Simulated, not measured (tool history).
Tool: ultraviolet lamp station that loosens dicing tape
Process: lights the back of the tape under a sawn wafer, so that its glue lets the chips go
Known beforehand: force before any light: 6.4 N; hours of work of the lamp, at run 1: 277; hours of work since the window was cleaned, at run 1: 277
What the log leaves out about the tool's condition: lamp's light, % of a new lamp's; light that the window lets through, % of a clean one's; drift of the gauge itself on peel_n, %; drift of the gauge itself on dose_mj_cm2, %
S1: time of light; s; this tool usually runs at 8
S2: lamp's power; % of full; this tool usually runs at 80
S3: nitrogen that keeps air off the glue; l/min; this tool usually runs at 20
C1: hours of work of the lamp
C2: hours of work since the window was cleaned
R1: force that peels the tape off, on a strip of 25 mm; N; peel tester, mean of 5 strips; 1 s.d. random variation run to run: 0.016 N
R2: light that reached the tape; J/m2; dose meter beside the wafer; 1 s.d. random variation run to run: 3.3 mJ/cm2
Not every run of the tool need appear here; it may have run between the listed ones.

run	day	S1	S2	S3	C1	C2	R1	R2
1	0	8	80	20	277	277	0.886	4610
2	0.321	8	80	20	282	282	0.935	4620
3	0.567	8	80	20	287	287	0.915	4650
4	1.054	8	80	13	296	296	1.1	4590
5	1.462	8	80	13	303	303	1.149	4580
6	1.942	8	79	20	312	312	0.956	4490
7	2.221	8	79	20	317	317	1	4480
8	2.508	8	79	20	322	322	0.989	4450
9	2.996	8	79	20	331	331	0.995	4450
10	3.412	8	79	20	338	338	0.972	4430
11	3.771	8	79	20	345	345	0.933	4450
12	3.992	8	79	22	349	349	0.984	4390
13	4.35	8	80	38	355	355	0.759	4520
14	4.558	8	80	38	359	359	0.75	4470
15	4.788	8	80	38	363	363	0.756	4450
# day 4.846: window cleaned of glue's vapour
16	5.029	8	80	38	367	3	0.745	4480
17	5.288	8	80	38	372	8	0.772	4430
18	5.633	8	80	38	378	14	0.748	4470
19	6.096	8	80	38	386	23	0.779	4390
20	6.446	8	80	38	393	29	0.752	4430
21	6.671	13	80	38	397	33	0.303	7130
22	6.946	13	80	38	402	38	0.297	7170
23	7.417	13	80	38	410	46	0.309	7030
24	7.667	13	80	38	415	51	0.307	7100
# day 7.908: window cleaned of glue's vapour, once more
25	8.062	13	80	38	421	3	0.29	7330
26	8.383	8	68	38	427	9	1.027	3850
27	8.879	5	71	34	436	18	1.907	2520
28	9.25	6	81	28	443	24	1.348	3390
29	9.546	6	81	28	448	30	1.325	3390
30	9.988	4	90	17	456	38	2.241	2500
31	10.325	7	77	20	462	44	1.286	3720
32	10.575	7	77	20	467	48	1.321	3760
33	11.038	11	85	20	475	56	0.483	6440
34	11.471	7	86	35	483	64	0.91	4140
35	11.896	11	68	7	490	72	1.297	5100
36	12.229	11	68	7	496	78	1.27	5130
37	12.438	14	80	20	500	82	0.357	7660
38	12.95	14	80	20	509	91	0.357	7610
39	13.246	6	88	10	515	96	1.794	3550
40	13.567	6	71	14	521	102	2	2890
41	14.046	6	71	14	529	111	1.99	2850
42	14.388	6	71	14	535	117	2.056	2860
43	14.733	5	80	24	542	123	1.884	2650

Branching from run 43: 3 alternative next runs. What would each branch give?
A	15.079	14	80	23	548	129	?	?
B	15.079	8	62	13	548	129	?	?
C	15.079	5	73	24	548	129	?	?

run	R1	R2
A	0.336	7410
B	1.775	3280
C	2.147	2390
Stripped of hidden state, with their random variation kept, the same runs would have yielded:
run	R1	R2
A	0.243	8880
B	1.4	3940
C	1.739	2870
